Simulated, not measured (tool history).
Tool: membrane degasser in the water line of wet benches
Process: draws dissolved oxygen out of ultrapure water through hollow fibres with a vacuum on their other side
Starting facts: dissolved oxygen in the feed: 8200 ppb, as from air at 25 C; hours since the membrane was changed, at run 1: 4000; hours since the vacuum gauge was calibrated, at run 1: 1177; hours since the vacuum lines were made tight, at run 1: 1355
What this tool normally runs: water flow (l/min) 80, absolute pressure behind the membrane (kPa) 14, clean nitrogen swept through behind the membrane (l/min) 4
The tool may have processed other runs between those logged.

| run | hour | water flow (l/min) | absolute pressure behind the membrane (kPa) | clean nitrogen swept through behind the membrane (l/min) | hours since the membrane was changed | hours since the vacuum gauge was calibrated | hours since the vacuum lines were made tight | dissolved oxygen in the water behind the degasser (ppb) | pressure that the water loses in the fibres (kPa) |
|---|---|---|---|---|---|---|---|---|---|
| 1 | 0 | 80 | 14 | 4 | 4000 | 1177 | 1355 | 511.7 | 50.15 |
| 2 | 105.8 | 80 | 14 | 1.79 | 4106 | 1283 | 1460 | 916.6 | 50.48 |
| 3 | 197.8 | 80 | 14 | 6.66 | 4198 | 1375 | 1552 | 346.8 | 50.6 |
| 4 | 258.8 | 80 | 14 | 6.66 | 4259 | 1436 | 1613 | 348.1 | 50.33 |
| 5 | 373.7 | 80 | 14 | 6.66 | 4374 | 1551 | 1728 | 350.1 | 50.68 |
| 6 | 425 | 80 | 14 | 6.66 | 4425 | 1602 | 1780 | 349.5 | 50.69 |
| 7 | 508.5 | 80 | 11.6 | 9.04 | 4509 | 1686 | 1863 | 230.5 | 50.42 |
|  | 519.8 | vacuum gauge calibrated |
| 8 | 602 | 123 | 14 | 4 | 4602 | 82 | 1956 | 846 | 77.89 |
| 9 | 708.5 | 123 | 18.1 | 4 | 4708 | 189 | 2063 | 1061.7 | 77.8 |
| 10 | 816.5 | 123 | 27 | 4 | 4816 | 297 | 2171 | 1496.5 | 78.11 |
| 11 | 867.1 | 80 | 31.6 | 3.26 | 4867 | 347 | 2221 | 1353.7 | 50.73 |
| 12 | 945.2 | 80 | 31.6 | 3.26 | 4945 | 425 | 2299 | 1356.7 | 50.57 |

Selected run-to-run steps in dissolved oxygen in the water behind the degasser (ppb), each split into two signed amounts: the part the tool would show with no hidden state at all (from settings, incoming material and random variation), and the remainder, which goes to the hidden state together with any gauge scatter not common to the measured and the hidden-state-free results:
Hidden state at play: membrane still open, %; true pressure behind the membrane over the reading, kPa; air that leaks in behind the membrane, l/min; drift of the gauge itself on oxygen_ppb, %; drift of the gauge itself on loss_of_pressure_kpa, %.
Run 7 -> 8: water flow (l/min) 80 -> 123, absolute pressure behind the membrane (kPa) 11.6 -> 14, clean nitrogen swept through behind the membrane (l/min) 9.04 -> 4, vacuum gauge calibrated. dissolved oxygen in the water behind the degasser (ppb) +615.5: hidden state +17.2, all else +598.3.

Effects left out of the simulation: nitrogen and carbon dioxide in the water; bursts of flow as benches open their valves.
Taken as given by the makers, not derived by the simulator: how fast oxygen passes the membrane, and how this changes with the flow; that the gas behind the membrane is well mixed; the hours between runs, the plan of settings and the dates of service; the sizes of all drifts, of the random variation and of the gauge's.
